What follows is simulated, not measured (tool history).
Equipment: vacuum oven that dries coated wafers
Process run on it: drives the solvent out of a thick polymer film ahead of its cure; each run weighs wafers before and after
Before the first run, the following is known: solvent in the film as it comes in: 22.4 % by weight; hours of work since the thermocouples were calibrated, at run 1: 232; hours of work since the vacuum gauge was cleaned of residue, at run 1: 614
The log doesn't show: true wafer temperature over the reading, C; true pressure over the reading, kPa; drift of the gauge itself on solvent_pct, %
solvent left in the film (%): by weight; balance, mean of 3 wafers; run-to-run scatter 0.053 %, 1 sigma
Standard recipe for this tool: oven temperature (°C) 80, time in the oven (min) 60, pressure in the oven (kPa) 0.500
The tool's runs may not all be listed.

run     day  oven temperature (°C)  time in the oven (min)  pressure in the oven (kPa)  hours of work since the thermocouples were calibrated  hours of work since the vacuum gauge was cleaned of residue  solvent left in the film (%)
  1   0.000                     80                      60                       0.500                                                    232                                                          614                          1.76
  2   1.504                     80                      60                       0.500                                                    256                                                          638                          1.83
  3   3.708                     80                      60                       0.500                                                    292                                                          674                          1.82
  4   5.671                     80                      93                       0.500                                                    324                                                          706                          0.71
  5   7.196                     80                      93                       0.500                                                    349                                                          731                          0.71
  6   8.800                     80                      93                       0.500                                                    375                                                          758                          0.77
  7  10.979                     80                      93                       0.500                                                    411                                                          793                          0.76
  8  12.829                     80                      60                       0.466                                                    441                                                          823                          1.79
  9  14.792                     80                      60                       0.466                                                    473                                                          855                          1.81
 10  15.721                     92                      60                       0.466                                                    488                                                          871                          0.42
 11  17.567                     92                      60                       0.466                                                    518                                                          901                          0.37
 12  19.733                     92                      60                       0.466                                                    554                                                          936                          0.49
 13  21.358                     92                      60                       0.466                                                    580                                                          963                          0.48
 14  22.333                     74                      60                       0.500                                                    596                                                          979                          3.51
 15  23.617                     80                      60                       0.500                                                    617                                                          999                          1.96
     24.396  -- oven's thermocouples calibrated
 16  25.508                     80                      36                       0.500                                                     18                                                         1029                          4.93
 17  27.496                     80                      36                       0.500                                                     51                                                         1061                          4.96
 18  29.421                     80                      60                       1.308                                                     82                                                         1093                          2.56
     31.142  -- oven's thermocouples calibrated, once more
 19  31.512                     91                      60                       1.308                                                      6                                                         1126                          0.64
 20  33.533                     91                      60                       1.308                                                     39                                                         1159                          0.59
 21  35.754                     91                      60                       1.308                                                     75                                                         1195                          0.63
 22  37.875                     80                      60                       0.500                                                    110                                                         1230                          1.72
 23  39.633                     80                      60                       0.500                                                    139                                                         1258                          1.67
 24  41.604                     80                      40                       0.500                                                    171                                                         1290                          3.65
 25  42.650                     76                      48                       0.500                                                    188                                                         1307                          3.64
 26  44.417                     68                      65                       1.977                                                    217                                                         1336                          5.71
 27  46.158                     91                      87                       1.868                                                    245                                                         1365                          0.65
 28  48.300                     93                      87                       1.868                                                    280                                                         1400                          0.53
 29  50.258                     93                      87                       1.868                                                    312                                                         1432                          0.51
 30  51.946                     93                      87                       1.868                                                    340                                                         1459                          0.56
 31  53.450                     93                      87                       1.868                                                    364                                                         1484                          0.61
     54.579  -- vacuum gauge cleaned of residue and calibrated
 32  55.067                     73                      31                       0.500                                                    390                                                            8                          7.61
 33  56.571                     76                      88                       0.752                                                    414                                                           33                          1.25
 34  58.096                     77                      76                       0.500                                                    439                                                           57                          1.51
 35  59.146                     73                      30                       0.844                                                    456                                                           75                          8.03
 36  60.671                     73                      30                       0.844                                                    481                                                           99                          8.18
 37  62.783                     73                      42                       0.788                                                    516                                                          134                          5.95
 38  64.508                     72                      61                       1.489                                                    544                                                          162                          4.43
 39  65.571                     72                      61                       1.489                                                    561                                                          179                          4.37
 40  67.317                     79                      48                       1.489                                                    590                                                          208                          3.47
 41  68.838                     85                      60                       0.500                                                    615                                                          233                          0.88
     69.733  -- oven's thermocouples calibrated
 42  70.275                     85                      60                       0.500                                                      9                                                          255                          0.83
 43  72.075                     83                      62                       0.500                                                     38                                                          284                          1.05
 44  73.054                     72                      63                       0.789                                                     54                                                          300                          3.74
 45  75.238                     72                      63                       0.789                                                     90                                                          336                          3.60
 46  77.483                     72                     103                       0.816                                                    127                                                          373                          1.56
 47  79.112                     72                     103                       0.816                                                    153                                                          399                          1.66

Consider 4 possible next runs. They are alternatives, not a sequence: every one starts from the tool as it was left by run 47. What does each give?
  A  81.104                     81                      47                       1.790                                                    186                                                          432                             ?
  B  81.104                     69                      60                       0.896                                                    186                                                          432                             ?
  C  81.104                     88                      57                       0.548                                                    186                                                          432                             ?
  D  81.104                     85                     106                       0.505                                                    186                                                          432                             ?

run  solvent left in the film (%)
  A                          3.22
  B                          5.35
  C                          0.78
  D                          0.32
With no hidden state in the tool, these same runs would have given:
run  solvent left in the film (%)
  A                          3.07
  B                          5.15
  C                          0.72
  D                          0.30

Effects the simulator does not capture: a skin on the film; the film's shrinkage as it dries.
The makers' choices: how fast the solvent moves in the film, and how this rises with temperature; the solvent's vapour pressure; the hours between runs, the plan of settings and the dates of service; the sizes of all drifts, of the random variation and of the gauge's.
